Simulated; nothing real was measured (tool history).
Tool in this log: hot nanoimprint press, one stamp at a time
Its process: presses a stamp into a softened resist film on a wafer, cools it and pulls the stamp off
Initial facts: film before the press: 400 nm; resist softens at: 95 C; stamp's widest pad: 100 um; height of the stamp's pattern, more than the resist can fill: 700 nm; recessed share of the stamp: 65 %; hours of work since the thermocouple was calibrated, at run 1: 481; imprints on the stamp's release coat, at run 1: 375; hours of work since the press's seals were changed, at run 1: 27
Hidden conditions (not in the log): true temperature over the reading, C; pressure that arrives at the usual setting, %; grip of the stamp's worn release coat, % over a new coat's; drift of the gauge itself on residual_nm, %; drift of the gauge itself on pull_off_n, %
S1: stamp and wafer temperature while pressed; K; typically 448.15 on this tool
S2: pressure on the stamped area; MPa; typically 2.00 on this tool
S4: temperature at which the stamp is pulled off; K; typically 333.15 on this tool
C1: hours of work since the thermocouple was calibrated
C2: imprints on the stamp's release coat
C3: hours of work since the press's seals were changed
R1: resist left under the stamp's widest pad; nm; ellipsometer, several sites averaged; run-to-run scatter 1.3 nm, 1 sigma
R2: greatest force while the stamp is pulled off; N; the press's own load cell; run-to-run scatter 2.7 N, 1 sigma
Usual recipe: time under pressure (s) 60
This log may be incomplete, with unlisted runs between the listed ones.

run 1 hour=0.0 | S1=448.15 S2=2.00 time_under_pressure_(s)=60 S4=333.15 | C1=481 C2=375 C3=27 | R1=234.3 R2=151
run 2 hour=23.4 | S1=448.15 S2=2.00 time_under_pressure_(s)=60 S4=333.15 | C1=498 C2=489 C3=44 | R1=232.1 R2=160
run 3 hour=41.0 | S1=448.15 S2=2.00 time_under_pressure_(s)=60 S4=333.15 | C1=511 C2=575 C3=56 | R1=236.5 R2=159
run 4 hour=65.4 | S1=448.15 S2=2.00 time_under_pressure_(s)=60 S4=333.15 | C1=528 C2=694 C3=74 | R1=236.2 R2=160
-- hour=83.2 plate thermocouple calibrated
run 5 hour=84.1 | S1=448.15 S2=2.00 time_under_pressure_(s)=60 S4=333.15 | C1=1 C2=771 C3=86 | R1=216.8 R2=162
run 6 hour=100.4 | S1=448.15 S2=2.00 time_under_pressure_(s)=60 S4=333.15 | C1=12 C2=850 C3=97 | R1=217.1 R2=165
run 7 hour=127.7 | S1=448.15 S2=2.00 time_under_pressure_(s)=60 S4=333.15 | C1=32 C2=983 C3=117 | R1=217.2 R2=173
run 8 hour=140.1 | S1=448.15 S2=2.00 time_under_pressure_(s)=60 S4=333.15 | C1=41 C2=1044 C3=126 | R1=219.6 R2=177
run 9 hour=157.9 | S1=448.15 S2=2.00 time_under_pressure_(s)=60 S4=333.15 | C1=54 C2=1131 C3=139 | R1=219.7 R2=175
run 10 hour=178.5 | S1=448.15 S2=2.00 time_under_pressure_(s)=60 S4=333.15 | C1=69 C2=1231 C3=154 | R1=220.7 R2=191
run 11 hour=190.1 | S1=448.15 S2=2.10 time_under_pressure_(s)=60 S4=333.15 | C1=78 C2=1288 C3=162 | R1=215.4 R2=196
run 12 hour=212.0 | S1=459.15 S2=2.00 time_under_pressure_(s)=60 S4=333.15 | C1=93 C2=1395 C3=178 | R1=147.8 R2=190
run 13 hour=236.8 | S1=459.15 S2=2.00 time_under_pressure_(s)=60 S4=333.15 | C1=111 C2=1516 C3=196 | R1=148.2 R2=198
-- hour=248.2 stamp cleaned and given a new release coat
run 14 hour=258.4 | S1=448.15 S2=2.00 time_under_pressure_(s)=60 S4=333.15 | C1=123 C2=50 C3=208 | R1=223.8 R2=125
run 15 hour=270.8 | S1=448.15 S2=2.00 time_under_pressure_(s)=31 S4=333.15 | C1=132 C2=110 C3=217 | R1=264.1 R2=134
run 16 hour=282.9 | S1=448.15 S2=2.00 time_under_pressure_(s)=31 S4=333.15 | C1=140 C2=169 C3=225 | R1=267.1 R2=134
run 17 hour=303.0 | S1=438.15 S2=2.00 time_under_pressure_(s)=31 S4=333.15 | C1=155 C2=267 C3=240 | R1=343.2 R2=139
run 18 hour=317.6 | S1=438.15 S2=2.00 time_under_pressure_(s)=31 S4=333.15 | C1=166 C2=338 C3=251 | R1=341.7 R2=144
run 19 hour=331.9 | S1=440.15 S2=1.64 time_under_pressure_(s)=31 S4=333.15 | C1=176 C2=408 C3=261 | R1=345.7 R2=148
run 20 hour=354.5 | S1=440.15 S2=2.57 time_under_pressure_(s)=62 S4=333.15 | C1=192 C2=518 C3=277 | R1=264.8 R2=153
run 21 hour=379.0 | S1=440.15 S2=2.57 time_under_pressure_(s)=62 S4=333.15 | C1=210 C2=638 C3=295 | R1=261.7 R2=160
run 22 hour=398.5 | S1=443.15 S2=2.00 time_under_pressure_(s)=60 S4=333.15 | C1=224 C2=733 C3=309 | R1=270.7 R2=163
run 23 hour=420.5 | S1=443.15 S2=2.00 time_under_pressure_(s)=60 S4=333.15 | C1=240 C2=840 C3=325 | R1=270.4 R2=166
run 24 hour=442.9 | S1=443.15 S2=2.00 time_under_pressure_(s)=60 S4=333.15 | C1=256 C2=949 C3=341 | R1=269.9 R2=172
run 25 hour=470.3 | S1=443.15 S2=2.00 time_under_pressure_(s)=60 S4=333.15 | C1=276 C2=1083 C3=361 | R1=269.7 R2=182
run 26 hour=490.6 | S1=443.15 S2=2.00 time_under_pressure_(s)=60 S4=333.15 | C1=291 C2=1182 C3=376 | R1=273.2 R2=186
run 27 hour=503.2 | S1=456.15 S2=1.69 time_under_pressure_(s)=67 S4=333.15 | C1=300 C2=1244 C3=385 | R1=183.0 R2=189
run 28 hour=515.2 | S1=438.15 S2=2.81 time_under_pressure_(s)=43 S4=335.15 | C1=309 C2=1302 C3=394 | R1=298.8 R2=188
run 29 hour=541.8 | S1=438.15 S2=2.81 time_under_pressure_(s)=43 S4=335.15 | C1=328 C2=1432 C3=413 | R1=299.2 R2=185

Branching from run 29: 3 alternative next runs. What would each branch give?
-- hour=570.4 stamp cleaned and given a new release coat
run A hour=572.1 | S1=442.15 S2=2.81 time_under_pressure_(s)=43 S4=322.15 | C1=346 C2=8 C3=431 | R1=? R2=?
-- hour=570.4 stamp cleaned and given a new release coat
run B hour=572.1 | S1=455.15 S2=1.93 time_under_pressure_(s)=60 S4=333.15 | C1=346 C2=8 C3=431 | R1=? R2=?
-- hour=570.4 stamp cleaned and given a new release coat
run C hour=572.1 | S1=442.15 S2=2.81 time_under_pressure_(s)=43 S4=335.15 | C1=346 C2=8 C3=431 | R1=? R2=?

run=A R1=264.3 R2=170
run=B R1=182.4 R2=132
run=C R1=266.6 R2=129
With the hidden condition removed and each run's random variation left untouched, the same runs would have given:
run=A R1=245.9 R2=165
run=B R1=169.0 R2=127
run=C R1=248.0 R2=124
